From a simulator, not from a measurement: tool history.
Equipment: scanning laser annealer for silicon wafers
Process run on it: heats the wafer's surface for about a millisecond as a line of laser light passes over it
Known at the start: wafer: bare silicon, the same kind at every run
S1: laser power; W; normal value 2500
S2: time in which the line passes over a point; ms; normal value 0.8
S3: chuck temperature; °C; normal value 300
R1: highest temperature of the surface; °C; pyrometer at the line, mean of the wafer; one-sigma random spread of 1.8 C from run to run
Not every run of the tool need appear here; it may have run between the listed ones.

| run | hour | S1 | S2 | S3 | R1 |
|---|---|---|---|---|---|
| 1 | 0 | 2500 | 0.8 | 300 | 1047 |
| 2 | 10.3 | 2490 | 0.8 | 300 | 1045 |
| 3 | 15.8 | 2490 | 0.8 | 300 | 1041 |
| 4 | 22.6 | 2490 | 0.8 | 300 | 1046 |
| 5 | 29.6 | 2490 | 0.8 | 300 | 1043 |
| 6 | 38.7 | 2490 | 0.8 | 300 | 1042 |
| 7 | 43.7 | 2490 | 0.8 | 300 | 1041 |
| 8 | 48.6 | 2500 | 0.8 | 336 | 1085 |
| 9 | 55.4 | 2500 | 0.8 | 336 | 1083 |
| 10 | 66.6 | 2500 | 0.8 | 333 | 1080 |
| 11 | 78.2 | 2327 | 0.8 | 300 | 1000 |
| 12 | 85.7 | 2327 | 0.8 | 300 | 999 |
| 13 | 96.8 | 2453 | 0.765 | 332 | 1048 |
| 14 | 104.4 | 2453 | 0.652 | 332 | 989 |
| 15 | 111.5 | 2453 | 0.652 | 332 | 991 |

5 ways to go on from here, each from the tool as it stands after run 15. What would each give?
| A | 118.4 | 2251 | 0.832 | 266 | ? |
| B | 118.4 | 2500 | 0.8 | 335 | ? |
| C | 118.4 | 2484 | 0.585 | 332 | ? |
| D | 118.4 | 2500 | 0.73 | 287 | ? |
| E | 118.4 | 2539 | 0.692 | 334 | ? |

| run | R1 |
|---|---|
| A | 960 |
| B | 1086 |
| C | 955 |
| D | 996 |
| E | 1035 |
The same runs, with their run-to-run variation unchanged, on a tool lacking any hidden condition would have given:
| run | R1 |
|---|---|
| A | 960 |
| B | 1087 |
| C | 956 |
| D | 997 |
| E | 1036 |

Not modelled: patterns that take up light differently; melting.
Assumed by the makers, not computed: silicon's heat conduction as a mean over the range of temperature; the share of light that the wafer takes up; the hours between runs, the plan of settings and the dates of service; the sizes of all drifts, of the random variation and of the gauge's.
